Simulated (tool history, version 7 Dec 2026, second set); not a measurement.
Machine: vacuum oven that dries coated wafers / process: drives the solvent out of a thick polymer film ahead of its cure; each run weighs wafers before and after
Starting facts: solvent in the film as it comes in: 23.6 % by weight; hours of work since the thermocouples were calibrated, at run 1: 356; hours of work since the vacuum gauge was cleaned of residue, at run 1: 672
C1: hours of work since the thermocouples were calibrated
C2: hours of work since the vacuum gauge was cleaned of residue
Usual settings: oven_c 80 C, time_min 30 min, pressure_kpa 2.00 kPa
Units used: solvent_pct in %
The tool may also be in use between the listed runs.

Run 1, hour 0.0: usual settings; C1 356; C2 672. Result: solvent_pct 2.90 %.
Run 2, hour 27.6: usual settings; C1 370; C2 686. Result: solvent_pct 2.90 %.
Run 3, hour 53.1: usual settings; C1 384; C2 700. Result: solvent_pct 2.91 %.
Run 4, hour 105.0: usual settings but pressure_kpa 1.28 kPa; C1 411; C2 727. Result: solvent_pct 2.61 %.
Run 5, hour 149.7: usual settings; C1 435; C2 751. Result: solvent_pct 2.89 %.
Run 6, hour 174.4: usual settings but pressure_kpa 1.42 kPa; C1 448; C2 764. Result: solvent_pct 2.68 %.
Run 7, hour 224.5: usual settings but time_min 16 min; C1 474; C2 790. Result: solvent_pct 6.40 %.
Run 8, hour 255.6: usual settings but pressure_kpa 1.04 kPa; C1 490; C2 807. Result: solvent_pct 2.50 %.
Run 9, hour 291.1: usual settings but oven_c 79 C; C1 509; C2 825. Result: solvent_pct 3.18 %.
Run 10, hour 339.4: usual settings but pressure_kpa 1.21 kPa; C1 535; C2 851. Result: solvent_pct 2.59 %.
Run 11, hour 383.3: usual settings but time_min 22 min; C1 558; C2 874. Result: solvent_pct 4.46 %.
Run 12, hour 415.4: usual settings but time_min 24 min; C1 575; C2 891. Result: solvent_pct 3.99 %.
Run 13, hour 448.4: usual settings; C1 592; C2 908. Result: solvent_pct 2.89 %.
Run 14, hour 482.2: usual settings; C1 610; C2 926. Result: solvent_pct 2.89 %.
Run 15, hour 522.3: usual settings but oven_c 87 C; C1 631; C2 947. Result: solvent_pct 1.41 %.
Run 16, hour 551.6: usual settings but oven_c 87 C; C1 646; C2 963. Result: solvent_pct 1.45 %.
Run 17, hour 590.0: usual settings but oven_c 87 C; C1 667; C2 983. Result: solvent_pct 1.44 %.
Run 18, hour 636.7: usual settings but oven_c 87 C; C1 691; C2 1007. Result: solvent_pct 1.44 %.
Run 19, hour 669.9: usual settings but oven_c 87 C, pressure_kpa 1.77 kPa; C1 709; C2 1025. Result: solvent_pct 1.34 %.
Run 20, hour 698.7: usual settings but time_min 28 min; C1 724; C2 1040. Result: solvent_pct 3.19 %.
Run 21, hour 754.9: usual settings but time_min 28 min; C1 754; C2 1070. Result: solvent_pct 3.17 %.
Run 22, hour 797.4: usual settings but time_min 28 min; C1 776; C2 1092. Result: solvent_pct 3.15 %.
Run 23, hour 838.9: usual settings but time_min 28 min; C1 798; C2 1114. Result: solvent_pct 3.14 %.
Run 24, hour 874.4: usual settings but time_min 28 min; C1 816; C2 1133. Result: solvent_pct 3.18 %.
Run 25, hour 906.9: usual settings but time_min 28 min; C1 834; C2 1150. Result: solvent_pct 3.15 %.
Run 26, hour 954.0: usual settings but time_min 25 min, pressure_kpa 3.90 kPa; C1 858; C2 1175. Result: solvent_pct 4.44 %.
Run 27, hour 984.2: usual settings but oven_c 89 C, time_min 25 min, pressure_kpa 6.61 kPa; C1 874; C2 1190. Result: solvent_pct 2.94 %.
Run 28, hour 1008.4: usual settings but oven_c 89 C, time_min 25 min, pressure_kpa 6.61 kPa; C1 887; C2 1203. Result: solvent_pct 2.97 %.
Run 29, hour 1033.3: usual settings but pressure_kpa 2.55 kPa; C1 900; C2 1216. Result: solvent_pct 3.08 %.
Run 30, hour 1072.2: usual settings but time_min 17 min, pressure_kpa 4.23 kPa; C1 921; C2 1237. Result: solvent_pct 6.70 %.
Run 31, hour 1115.1: usual settings but oven_c 70 C, time_min 35 min, pressure_kpa 1.07 kPa; C1 943; C2 1259. Result: solvent_pct 5.06 %.
Run 32, hour 1157.5: usual settings but oven_c 71 C, time_min 31 min, pressure_kpa 1.44 kPa; C1 966; C2 1282. Result: solvent_pct 5.63 %.
Run 33, hour 1197.4: usual settings but oven_c 71 C, time_min 34 min, pressure_kpa 4.23 kPa; C1 987; C2 1303. Result: solvent_pct 6.56 %.
Run 34, hour 1254.9: usual settings but oven_c 69 C, time_min 32 min, pressure_kpa 1.60 kPa; C1 1017; C2 1333. Result: solvent_pct 6.32 %.
Run 35, hour 1293.4: usual settings but oven_c 88 C, pressure_kpa 1.15 kPa; C1 1037; C2 1353. Result: solvent_pct 1.00 %.
Run 36, hour 1350.2: usual settings but time_min 32 min, pressure_kpa 1.18 kPa; C1 1067; C2 1383. Result: solvent_pct 2.27 %.
Run 37, hour 1394.5: usual settings but time_min 32 min, pressure_kpa 1.18 kPa; C1 1090; C2 1407. Result: solvent_pct 2.22 %.
Run 38, hour 1440.5: usual settings but oven_c 67 C; C1 1115; C2 1431. Result: solvent_pct 7.82 %.
Run 39, hour 1466.9: usual settings but oven_c 91 C, time_min 33 min, pressure_kpa 2.06 kPa; C1 1129; C2 1445. Result: solvent_pct 0.92 %.
Run 40, hour 1513.6: usual settings but oven_c 91 C, time_min 17 min, pressure_kpa 5.60 kPa; C1 1153; C2 1469. Result: solvent_pct 3.27 %.
At hour 1538.2: oven's thermocouples calibrated.
Run 41, hour 1538.7: usual settings but oven_c 74 C, time_min 18 min, pressure_kpa 6.40 kPa; C1 0; C2 1482. Result: solvent_pct 10.40 %.
Run 42, hour 1582.4: usual settings but time_min 41 min; C1 23; C2 1504. Result: solvent_pct 2.13 %.
Run 43, hour 1639.3: usual settings but time_min 41 min; C1 53; C2 1534. Result: solvent_pct 2.12 %.
Run 44, hour 1675.9: usual settings but pressure_kpa 5.94 kPa; C1 73; C2 1554. Result: solvent_pct 4.89 %.
Run 45, hour 1708.9: usual settings but pressure_kpa 5.94 kPa; C1 90; C2 1571. Result: solvent_pct 4.85 %.
Run 46, hour 1732.2: usual settings but pressure_kpa 5.94 kPa; C1 102; C2 1583. Result: solvent_pct 4.86 %.
Run 47, hour 1778.5: usual settings but oven_c 72 C, time_min 17 min, pressure_kpa 1.16 kPa; C1 127; C2 1608. Result: solvent_pct 9.37 %.

Hidden state or all else? Some run-to-run changes of solvent_pct, split into what the settings, what came in and random variation would give without the hidden state, and what is left for the hidden state (with any gauge scatter that isn't in both results):
The tool's hidden condition here consists of: true wafer temperature over the reading, C; true pressure over the reading, kPa; drift of the gauge itself on solvent_pct, %.
Run 38 -> 39: oven_c 67 -> 91, time_min 30 -> 33, pressure_kpa 2.00 -> 2.06. solvent_pct -6.90 %: hidden state +0.30, all else -7.20.
Run 39 -> 40: time_min 33 -> 17, pressure_kpa 2.06 -> 5.60. solvent_pct +2.35 %: hidden state -0.27, all else +2.62.
Run 40 -> 41: oven_c 91 -> 74, time_min 17 -> 18, pressure_kpa 5.60 -> 6.40, oven's thermocouples calibrated. solvent_pct +7.13 %: hidden state +0.44, all else +6.69.
Run 41 -> 42: oven_c 74 -> 80, time_min 18 -> 41, pressure_kpa 6.40 -> 2.00. solvent_pct -8.27 %: hidden state +0.04, all else -8.31.
